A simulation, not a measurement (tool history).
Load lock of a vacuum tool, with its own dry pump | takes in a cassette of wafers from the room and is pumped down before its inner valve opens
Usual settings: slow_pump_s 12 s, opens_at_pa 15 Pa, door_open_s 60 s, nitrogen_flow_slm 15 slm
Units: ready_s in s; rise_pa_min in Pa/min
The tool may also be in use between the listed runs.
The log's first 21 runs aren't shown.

| run | hour | slow_pump_s | opens_at_pa | door_open_s | nitrogen_flow_slm | incoming humidity of the room's air, % | ready_s | rise_pa_min |
|---|---|---|---|---|---|---|---|---|
| 22 | 4333.2 | 21 | 15 | 215 | 28 | 46.7 | 29.8 | 0.217 |
| 23 | 4455.1 | 21 | 15 | 215 | 28 | 44.2 | 29.6 | 0.220 |
| 24 | 4579.4 | 21 | 11 | 66 | 28 | 44.5 | 30.4 | 0.170 |
| 25 | 4846.3 | 7 | 15 | 60 | 15 | 45.5 | 18.5 | 0.193 |
| 26 | 5137.2 | 12 | 15 | 60 | 11 | 44.0 | 22.6 | 0.193 |
| 27 | 5372.1 | 12 | 15 | 60 | 11 | 47.6 | 22.6 | 0.203 |
| 28 | 5491.9 | 12 | 24 | 60 | 11 | 43.9 | 21.9 | 0.202 |
| 29 | 5750.1 | 15 | 24 | 60 | 11 | 47.2 | 24.5 | 0.213 |
| 30 | 5910.6 | 13 | 22 | 126 | 15 | 45.1 | 23.1 | 0.239 |
| 31 | 6111.7 | 12 | 22 | 116 | 4 | 48.9 | 22.0 | 0.276 |

5 ways to go on from here, each from the tool as it stands after run 31. What would each give?
| A | 6335.2 | 12 | 15 | 60 | 7 | 46.3 | ? | ? |
| B | 6335.2 | 12 | 22 | 116 | 11 | 50.0 | ? | ? |
| C | 6335.2 | 12 | 24 | 116 | 8 | 48.1 | ? | ? |
| D | 6335.2 | 12 | 15 | 60 | 8 | 46.6 | ? | ? |
| E | 6335.2 | 23 | 26 | 34 | 4 | 48.7 | ? | ? |

| run | ready_s | rise_pa_min |
|---|---|---|
| A | 23.1 | 0.234 |
| B | 22.1 | 0.257 |
| C | 22.1 | 0.261 |
| D | 22.4 | 0.230 |
| E | 31.0 | 0.219 |
Without the tool's hidden state the same runs would have given:
| run | ready_s | rise_pa_min |
|---|---|---|
| A | 21.5 | 0.080 |
| B | 20.5 | 0.102 |
| C | 20.6 | 0.106 |
| D | 20.8 | 0.074 |
| E | 29.8 | 0.063 |
